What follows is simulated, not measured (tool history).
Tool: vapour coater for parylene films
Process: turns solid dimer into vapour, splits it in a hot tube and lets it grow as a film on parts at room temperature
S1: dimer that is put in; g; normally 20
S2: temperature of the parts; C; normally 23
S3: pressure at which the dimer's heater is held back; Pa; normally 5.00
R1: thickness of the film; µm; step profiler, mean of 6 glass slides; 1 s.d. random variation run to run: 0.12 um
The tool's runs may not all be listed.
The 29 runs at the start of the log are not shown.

run,hour,S1,S2,S3,R1
30,352.7,15,29,11.59,8.78
31,361.9,20,23,3.60,15.36
32,373.9,20,23,3.60,15.42
33,387.6,24,24,5.00,17.53
34,402.8,9,26,3.36,6.62
35,414.3,9,26,3.36,6.62
36,429.3,9,26,3.36,6.66
37,444.1,25,18,3.45,20.99
38,457.8,25,32,9.68,14.21
39,473.5,25,32,9.68,14.16
40,484.5,12,22,8.89,8.33
41,492.3,9,23,5.00,6.69
42,499.3,34,23,5.00,24.95
43,506.7,34,23,5.00,25.24
44,517.5,34,23,5.00,25.12
45,527.4,14,26,6.11,9.36
46,537.6,20,24,3.27,15.34

Predict each of these 5 candidate next runs independently; none follows another, all start after run 46:
A,548.9,11,23,11.16,?
B,548.9,13,31,7.38,?
C,548.9,12,22,6.89,?
D,548.9,19,23,5.00,?
E,548.9,20,22,3.60,?

run,R1
A,7.25
B,7.83
C,8.63
D,13.69
E,15.82
The same runs, with their run-to-run variation unchanged, on a tool lacking any hidden condition would have given:
run,R1
A,7.28
B,7.86
C,8.67
D,13.75
E,15.89

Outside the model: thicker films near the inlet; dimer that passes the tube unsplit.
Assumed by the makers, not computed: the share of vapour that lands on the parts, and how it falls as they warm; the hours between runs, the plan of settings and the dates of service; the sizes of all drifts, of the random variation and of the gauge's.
